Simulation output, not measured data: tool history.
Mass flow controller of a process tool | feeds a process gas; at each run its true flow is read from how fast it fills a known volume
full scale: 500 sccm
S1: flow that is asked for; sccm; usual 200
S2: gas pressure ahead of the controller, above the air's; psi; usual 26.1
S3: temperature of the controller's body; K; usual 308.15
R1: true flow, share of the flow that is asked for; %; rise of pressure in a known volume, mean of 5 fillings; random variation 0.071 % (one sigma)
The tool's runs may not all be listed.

Run 1, hour 0.0: usual settings. Result: R1 99.80 %.
Run 2, hour 86.4: usual settings. Result: R1 99.79 %.
Run 3, hour 133.2: usual settings. Result: R1 99.68 %.
Run 4, hour 174.2: usual settings. Result: R1 99.82 %.
Run 5, hour 235.2: usual settings. Result: R1 99.82 %.
Run 6, hour 308.8: usual settings. Result: R1 99.90 %.
Run 7, hour 370.5: usual settings but S1 60 sccm. Result: R1 100.35 %.
Run 8, hour 422.7: usual settings but S1 60 sccm. Result: R1 100.35 %.
Run 9, hour 473.5: usual settings but S1 60 sccm. Result: R1 100.33 %.
Run 10, hour 552.2: usual settings but S1 60 sccm. Result: R1 100.38 %.
Run 11, hour 641.9: usual settings but S1 60 sccm. Result: R1 100.43 %.
Run 12, hour 692.3: usual settings. Result: R1 99.77 %.
Run 13, hour 770.5: usual settings but S2 30.7 psi. Result: R1 99.82 %.
Run 14, hour 834.1: usual settings but S2 30.7 psi. Result: R1 100.00 %.
Run 15, hour 901.0: usual settings but S2 30.7 psi. Result: R1 100.01 %.
Run 16, hour 978.6: usual settings but S2 30.7 psi. Result: R1 99.98 %.
Run 17, hour 1066.1: usual settings. Result: R1 99.61 %.
Run 18, hour 1136.1: usual settings but S3 309.15 K. Result: R1 99.77 %.
Run 19, hour 1202.0: usual settings but S3 309.15 K. Result: R1 99.74 %.
Run 20, hour 1251.6: usual settings but S3 309.15 K. Result: R1 99.82 %.
Run 21, hour 1335.8: usual settings but S3 309.15 K. Result: R1 99.78 %.
Run 22, hour 1404.4: usual settings but S3 309.15 K. Result: R1 99.71 %.
Run 23, hour 1477.2: usual settings but S2 38.6 psi. Result: R1 100.17 %.
Run 24, hour 1569.3: usual settings. Result: R1 99.61 %.
Run 25, hour 1644.7: usual settings. Result: R1 99.76 %.
Run 26, hour 1716.0: usual settings. Result: R1 99.84 %.
Run 27, hour 1797.3: usual settings but S1 253 sccm. Result: R1 99.78 %.
Run 28, hour 1840.1: usual settings but S1 447 sccm, S3 297.15 K. Result: R1 99.53 %.
Run 29, hour 1881.4: usual settings but S1 320 sccm, S2 40.2 psi. Result: R1 100.23 %.
Run 30, hour 1941.3: usual settings but S1 320 sccm, S2 40.2 psi. Result: R1 100.21 %.
Run 31, hour 1979.5: usual settings but S1 320 sccm, S2 37.9 psi. Result: R1 100.16 %.
Run 32, hour 2061.9: usual settings but S1 62 sccm, S2 40.2 psi. Result: R1 101.67 %.
Run 33, hour 2149.3: usual settings but S1 62 sccm, S2 40.2 psi. Result: R1 101.64 %.
Run 34, hour 2216.0: usual settings but S1 140 sccm, S2 40.2 psi. Result: R1 100.42 %.
Run 35, hour 2290.4: usual settings but S1 140 sccm, S2 40.2 psi. Result: R1 100.49 %.
Run 36, hour 2329.3: usual settings but S1 150 sccm, S2 23.9 psi, S3 309.15 K. Result: R1 99.84 %.
Run 37, hour 2390.0: usual settings but S1 150 sccm, S2 23.9 psi, S3 309.15 K. Result: R1 99.84 %.
Run 38, hour 2455.1: usual settings but S2 39.6 psi, S3 307.15 K. Result: R1 99.99 %.
Run 39, hour 2515.1: usual settings but S1 468 sccm, S3 294.15 K. Result: R1 99.38 %.
Run 40, hour 2601.0: usual settings but S1 404 sccm, S2 30.6 psi, S3 293.15 K. Result: R1 99.35 %.
Run 41, hour 2666.7: usual settings but S1 404 sccm, S2 30.6 psi, S3 293.15 K. Result: R1 99.29 %.
Run 42, hour 2733.6: usual settings but S1 404 sccm, S2 30.6 psi, S3 293.15 K. Result: R1 99.34 %.
Run 43, hour 2772.5: usual settings but S1 395 sccm, S3 295.15 K. Result: R1 99.20 %.
Run 44, hour 2834.2: usual settings but S1 113 sccm, S2 39.7 psi, S3 293.15 K. Result: R1 100.08 %.
Run 45, hour 2893.3: usual settings but S1 112 sccm, S2 30.5 psi. Result: R1 100.42 %.
Run 46, hour 2980.7: usual settings but S1 484 sccm, S2 24.9 psi, S3 293.15 K. Result: R1 99.26 %.
Run 47, hour 3066.6: usual settings but S1 119 sccm, S3 310.15 K. Result: R1 100.22 %.
Run 48, hour 3157.5: usual settings but S1 88 sccm, S2 32.2 psi, S3 298.15 K. Result: R1 100.60 %.
Run 49, hour 3212.1: usual settings but S1 414 sccm, S2 22.8 psi, S3 307.15 K. Result: R1 99.68 %.

Forecast each of these 3 alternatives for the next run:
Run A, hour 3262.2: usual settings but S1 315 sccm, S2 35.2 psi, S3 294.15 K. Result: R1 ?.
Run B, hour 3262.2: usual settings but S2 21.6 psi, S3 313.15 K. Result: R1 ?.
Run C, hour 3262.2: usual settings but S1 190 sccm, S2 36.7 psi. Result: R1 ?.

run      R1
  A   99.26
  B   99.73
  C  100.18
Without the tool's hidden state the same runs would have given:
run     R1
  A  99.51
  B  99.59
  C  99.98

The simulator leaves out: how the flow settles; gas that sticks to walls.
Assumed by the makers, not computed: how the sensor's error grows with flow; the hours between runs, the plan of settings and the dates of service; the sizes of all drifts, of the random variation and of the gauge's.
